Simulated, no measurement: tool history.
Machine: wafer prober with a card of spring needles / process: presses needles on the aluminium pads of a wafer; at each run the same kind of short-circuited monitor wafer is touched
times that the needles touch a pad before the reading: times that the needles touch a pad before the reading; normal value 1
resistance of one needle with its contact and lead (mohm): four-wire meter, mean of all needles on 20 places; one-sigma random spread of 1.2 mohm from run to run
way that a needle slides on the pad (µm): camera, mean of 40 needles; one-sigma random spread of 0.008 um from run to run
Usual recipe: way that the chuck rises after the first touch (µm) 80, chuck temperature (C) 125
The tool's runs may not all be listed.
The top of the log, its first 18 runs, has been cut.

| run | hour | way that the chuck rises after the first touch (µm) | chuck temperature (C) | times that the needles touch a pad before the reading | touches since the tips were cleaned | cleanings since the card got new needles | touches since the first contact's height was set | resistance of one needle with its contact and lead (mohm) | way that a needle slides on the pad (µm) |
|---|---|---|---|---|---|---|---|---|---|
|  | 469.2 | tips cleaned on abrasive film |
| 19 | 482.1 | 74 | 44 | 1 | 3540 | 22 | 162580 | 247 | 8.817 |
|  | 495 | tips cleaned on abrasive film |
| 20 | 503.7 | 80 | 41 | 2 | 2396 | 23 | 168504 | 239 | 9.522 |
|  | 522.8 | tips cleaned on abrasive film |
| 21 | 531.6 | 70 | 125 | 1 | 2413 | 24 | 176135 | 266 | 8.325 |
|  | 549.5 | tips cleaned on abrasive film |
| 22 | 560.9 | 90 | 106 | 1 | 3141 | 25 | 184168 | 261 | 10.722 |
|  | 574.6 | tips cleaned on abrasive film |
| 23 | 579.4 | 90 | 106 | 1 | 1338 | 26 | 189237 | 254 | 10.718 |
|  | 600.7 | tips cleaned on abrasive film |
| 24 | 606.5 | 84 | 26 | 3 | 1609 | 27 | 196658 | 229 | 10 |
|  | 615.5 | height of the first contact set anew |
|  | 627.5 | tips cleaned on abrasive film |
| 25 | 629.6 | 84 | 124 | 3 | 596 | 28 | 3852 | 253 | 10.151 |
|  | 652.5 | tips cleaned on abrasive film |
| 26 | 663.3 | 75 | 58 | 2 | 2972 | 29 | 13074 | 244 | 9.053 |
|  | 679.5 | tips cleaned on abrasive film |
| 27 | 698 | 70 | 29 | 1 | 5103 | 30 | 22602 | 250 | 8.443 |
|  | 704.7 | tips cleaned on abrasive film |
|  | 731.1 | tips cleaned on abrasive film |
| 28 | 733.4 | 70 | 29 | 1 | 644 | 32 | 32276 | 233 | 8.429 |
|  | 757.4 | tips cleaned on abrasive film |
| 29 | 759 | 70 | 34 | 2 | 446 | 33 | 39302 | 233 | 8.416 |
| 30 | 781.6 | 80 | 96 | 1 | 6648 | 33 | 45504 | 266 | 9.628 |
|  | 783.9 | tips cleaned on abrasive film |
| 31 | 801.8 | 92 | 65 | 1 | 4916 | 34 | 51034 | 253 | 11.086 |
|  | 810 | tips cleaned on abrasive film |
| 32 | 832.2 | 92 | 65 | 1 | 6125 | 35 | 59372 | 254 | 11.067 |

Below are 3 alternative next runs, each starting from the tool's condition after run 32. Predict each:
|  | 835.5 | tips cleaned on abrasive film |
| A | 854.5 | 92 | 65 | 2 | 5226 | 36 | 65475 | ? | ? |
|  | 835.5 | tips cleaned on abrasive film |
| B | 854.5 | 87 | 65 | 2 | 5226 | 36 | 65475 | ? | ? |
|  | 835.5 | tips cleaned on abrasive film |
| C | 854.5 | 62 | 50 | 1 | 5226 | 36 | 65475 | ? | ? |

| run | resistance of one needle with its contact and lead (mohm) | way that a needle slides on the pad (µm) |
|---|---|---|
| A | 248 | 11.072 |
| B | 247 | 10.448 |
| C | 257 | 7.432 |
What these runs would have given with no unlogged condition in the tool:
| run | resistance of one needle with its contact and lead (mohm) | way that a needle slides on the pad (µm) |
|---|---|---|
| A | 237 | 11.127 |
| B | 235 | 10.503 |
| C | 231 | 7.487 |
